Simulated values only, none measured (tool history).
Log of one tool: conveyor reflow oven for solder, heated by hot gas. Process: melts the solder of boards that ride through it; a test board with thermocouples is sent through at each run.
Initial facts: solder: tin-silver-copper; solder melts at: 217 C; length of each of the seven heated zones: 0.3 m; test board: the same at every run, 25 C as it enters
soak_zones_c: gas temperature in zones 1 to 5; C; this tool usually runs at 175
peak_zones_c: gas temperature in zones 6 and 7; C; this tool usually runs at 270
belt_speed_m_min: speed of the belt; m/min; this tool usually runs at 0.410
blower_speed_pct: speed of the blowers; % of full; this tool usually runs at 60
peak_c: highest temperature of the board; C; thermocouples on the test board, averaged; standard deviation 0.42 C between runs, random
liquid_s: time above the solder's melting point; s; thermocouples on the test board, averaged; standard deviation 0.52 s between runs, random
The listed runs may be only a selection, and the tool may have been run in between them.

run	hour	soak_zones_c	peak_zones_c	belt_speed_m_min	blower_speed_pct	peak_c	liquid_s
1	0.0	175	270	0.410	60	255.8	70.6
# hour 10.2: flux residue cleaned out of gas plates and filters
2	21.1	175	270	0.410	60	254.5	68.3
3	38.9	175	270	0.410	60	254.2	68.1
4	59.6	163	270	0.410	60	251.8	60.9
5	76.2	163	270	0.410	60	252.1	61.6
6	97.6	163	270	0.410	60	251.6	60.5
# hour 120.1: flux residue cleaned out of gas plates and filters, once more
7	120.1	163	270	0.410	60	257.8	68.6
8	135.5	163	270	0.410	60	257.9	68.0
# hour 148.0: thermocouples of zones 6 and 7 changed
9	157.9	163	270	0.410	60	254.8	65.0
10	179.3	163	270	0.410	60	253.9	65.1
11	200.5	175	270	0.410	60	255.7	70.5
12	220.5	175	270	0.410	60	255.4	70.2
13	236.3	175	270	0.410	60	256.7	71.1
14	251.7	175	270	0.407	60	256.6	72.0
15	265.7	175	270	0.410	55	254.6	70.3
16	277.7	175	270	0.410	55	254.8	69.1
17	288.8	187	273	0.410	64	260.9	79.7
18	307.2	162	270	0.410	61	253.8	64.2
19	318.9	162	270	0.410	61	254.2	65.1
20	335.6	162	270	0.410	61	253.6	64.4
21	351.2	162	267	0.410	66	252.8	62.2
22	371.0	175	277	0.410	54	260.9	73.9
23	381.5	190	277	0.410	63	264.2	83.7
24	402.2	170	277	0.410	81	264.7	75.1
25	418.5	176	277	0.385	62	264.2	81.4
26	438.5	176	277	0.385	62	264.7	81.9
27	447.2	176	277	0.385	62	264.3	83.1
28	468.3	181	284	0.350	63	273.2	99.2
29	481.9	180	276	0.443	73	260.7	70.9
30	502.0	185	258	0.438	60	245.1	60.5

Forecast each of these 3 alternatives for the next run:
A	515.8	185	258	0.436	63	?	?
B	515.8	173	258	0.438	60	?	?
C	515.8	163	270	0.464	71	?	?

run	peak_c	liquid_s
A	244.6	62.2
B	242.3	52.7
C	251.2	55.0
With the hidden condition removed and each run's random variation left untouched, the same runs would have given:
run	peak_c	liquid_s
A	245.6	62.3
B	243.5	53.3
C	253.0	55.6
